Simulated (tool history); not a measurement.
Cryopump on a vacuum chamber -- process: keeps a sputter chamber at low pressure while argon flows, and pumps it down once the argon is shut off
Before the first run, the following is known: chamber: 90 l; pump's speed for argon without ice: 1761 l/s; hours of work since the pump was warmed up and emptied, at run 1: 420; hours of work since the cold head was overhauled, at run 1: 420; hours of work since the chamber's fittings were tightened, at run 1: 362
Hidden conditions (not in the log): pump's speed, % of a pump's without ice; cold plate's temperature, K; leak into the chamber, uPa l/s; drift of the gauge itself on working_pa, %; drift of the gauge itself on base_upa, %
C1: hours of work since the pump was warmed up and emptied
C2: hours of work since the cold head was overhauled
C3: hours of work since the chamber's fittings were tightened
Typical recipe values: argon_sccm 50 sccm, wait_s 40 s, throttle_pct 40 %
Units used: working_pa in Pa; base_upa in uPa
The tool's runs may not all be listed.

run 1 hour=0 | argon_sccm=50 wait_s=40 throttle_pct=40 | C1=420 C2=420 C3=362 | working_pa=0.1259 base_upa=2.24
run 2 hour=28.7 | argon_sccm=50 wait_s=40 throttle_pct=40 | C1=437 C2=437 C3=379 | working_pa=0.1271 base_upa=2.2
run 3 hour=56.9 | argon_sccm=50 wait_s=40 throttle_pct=40 | C1=454 C2=454 C3=396 | working_pa=0.1267 base_upa=2.24
run 4 hour=85.8 | argon_sccm=50 wait_s=40 throttle_pct=40 | C1=472 C2=472 C3=413 | working_pa=0.1269 base_upa=2.35
run 5 hour=114.4 | argon_sccm=50 wait_s=40 throttle_pct=40 | C1=489 C2=489 C3=431 | working_pa=0.1274 base_upa=2.3
run 6 hour=137.9 | argon_sccm=50 wait_s=40 throttle_pct=40 | C1=503 C2=503 C3=445 | working_pa=0.1258 base_upa=2.32
run 7 hour=159.1 | argon_sccm=50 wait_s=80 throttle_pct=40 | C1=516 C2=516 C3=458 | working_pa=0.1271 base_upa=1.41
run 8 hour=175.1 | argon_sccm=50 wait_s=80 throttle_pct=40 | C1=526 C2=526 C3=467 | working_pa=0.1281 base_upa=1.46
run 9 hour=197.4 | argon_sccm=50 wait_s=40 throttle_pct=40 | C1=539 C2=539 C3=481 | working_pa=0.1278 base_upa=2.36
run 10 hour=210.2 | argon_sccm=50 wait_s=40 throttle_pct=40 | C1=547 C2=547 C3=488 | working_pa=0.1272 base_upa=2.32
run 11 hour=226.1 | argon_sccm=50 wait_s=37 throttle_pct=40 | C1=556 C2=556 C3=498 | working_pa=0.1289 base_upa=2.55
run 12 hour=249.5 | argon_sccm=50 wait_s=40 throttle_pct=50 | C1=570 C2=570 C3=512 | working_pa=0.1055 base_upa=2.38
run 13 hour=272.7 | argon_sccm=50 wait_s=40 throttle_pct=50 | C1=584 C2=584 C3=526 | working_pa=0.1041 base_upa=2.43
run 14 hour=291 | argon_sccm=50 wait_s=40 throttle_pct=50 | C1=595 C2=595 C3=537 | working_pa=0.1043 base_upa=2.37
run 15 hour=314.6 | argon_sccm=50 wait_s=40 throttle_pct=40 | C1=610 C2=610 C3=551 | working_pa=0.1287 base_upa=2.47
run 16 hour=334.3 | argon_sccm=50 wait_s=56 throttle_pct=40 | C1=622 C2=622 C3=563 | working_pa=0.1299 base_upa=1.94
run 17 hour=358.7 | argon_sccm=80 wait_s=40 throttle_pct=17 | C1=636 C2=636 C3=578 | working_pa=0.4665 base_upa=2.44
run 18 hour=371 | argon_sccm=50 wait_s=40 throttle_pct=21 | C1=644 C2=644 C3=585 | working_pa=0.2383 base_upa=2.56
run 19 hour=388.1 | argon_sccm=50 wait_s=40 throttle_pct=21 | C1=654 C2=654 C3=596 | working_pa=0.2383 base_upa=2.48
run 20 hour=403.2 | argon_sccm=51 wait_s=40 throttle_pct=40 | C1=663 C2=663 C3=605 | working_pa=0.1331 base_upa=2.51
run 21 hour=420.1 | argon_sccm=93 wait_s=229 throttle_pct=22 | C1=673 C2=673 C3=615 | working_pa=0.4278 base_upa=1.04
run 22 hour=446.6 | argon_sccm=54 wait_s=229 throttle_pct=33 | C1=689 C2=689 C3=631 | working_pa=0.1682 base_upa=1.05
run 23 hour=458.8 | argon_sccm=54 wait_s=229 throttle_pct=33 | C1=697 C2=697 C3=638 | working_pa=0.1685 base_upa=1.05
run 24 hour=487.6 | argon_sccm=73 wait_s=153 throttle_pct=49 | C1=714 C2=714 C3=656 | working_pa=0.1584 base_upa=1.27
run 25 hour=508.3 | argon_sccm=23 wait_s=26 throttle_pct=49 | C1=726 C2=726 C3=668 | working_pa=0.0499 base_upa=3.52
run 26 hour=527.5 | argon_sccm=80 wait_s=37 throttle_pct=25 | C1=738 C2=738 C3=680 | working_pa=0.3261 base_upa=2.67
run 27 hour=543.8 | argon_sccm=80 wait_s=37 throttle_pct=21 | C1=748 C2=748 C3=690 | working_pa=0.3817 base_upa=2.68
run 28 hour=569.2 | argon_sccm=80 wait_s=112 throttle_pct=19 | C1=763 C2=763 C3=705 | working_pa=0.421 base_upa=1.39
run 29 hour=598.5 | argon_sccm=23 wait_s=233 throttle_pct=19 | C1=781 C2=781 C3=722 | working_pa=0.1207 base_upa=1.12

Below are 4 alternative next runs, each starting from the tool's condition after run 29. Predict each:
run A hour=613.3 | argon_sccm=50 wait_s=40 throttle_pct=19 | C1=790 C2=790 C3=731 | working_pa=? base_upa=?
run B hour=613.3 | argon_sccm=35 wait_s=26 throttle_pct=19 | C1=790 C2=790 C3=731 | working_pa=? base_upa=?
run C hour=613.3 | argon_sccm=50 wait_s=56 throttle_pct=40 | C1=790 C2=790 C3=731 | working_pa=? base_upa=?
run D hour=613.3 | argon_sccm=62 wait_s=233 throttle_pct=17 | C1=790 C2=790 C3=731 | working_pa=? base_upa=?

run=A working_pa=0.2659 base_upa=2.58
run=B working_pa=0.1865 base_upa=3.59
run=C working_pa=0.1324 base_upa=2.21
run=D working_pa=0.3634 base_upa=1.14
With no hidden state in the tool, these same runs would have given:
run=A working_pa=0.2532 base_upa=1.91
run=B working_pa=0.1776 base_upa=2.92
run=C working_pa=0.1199 base_upa=1.51
run=D working_pa=0.3478 base_upa=0.47

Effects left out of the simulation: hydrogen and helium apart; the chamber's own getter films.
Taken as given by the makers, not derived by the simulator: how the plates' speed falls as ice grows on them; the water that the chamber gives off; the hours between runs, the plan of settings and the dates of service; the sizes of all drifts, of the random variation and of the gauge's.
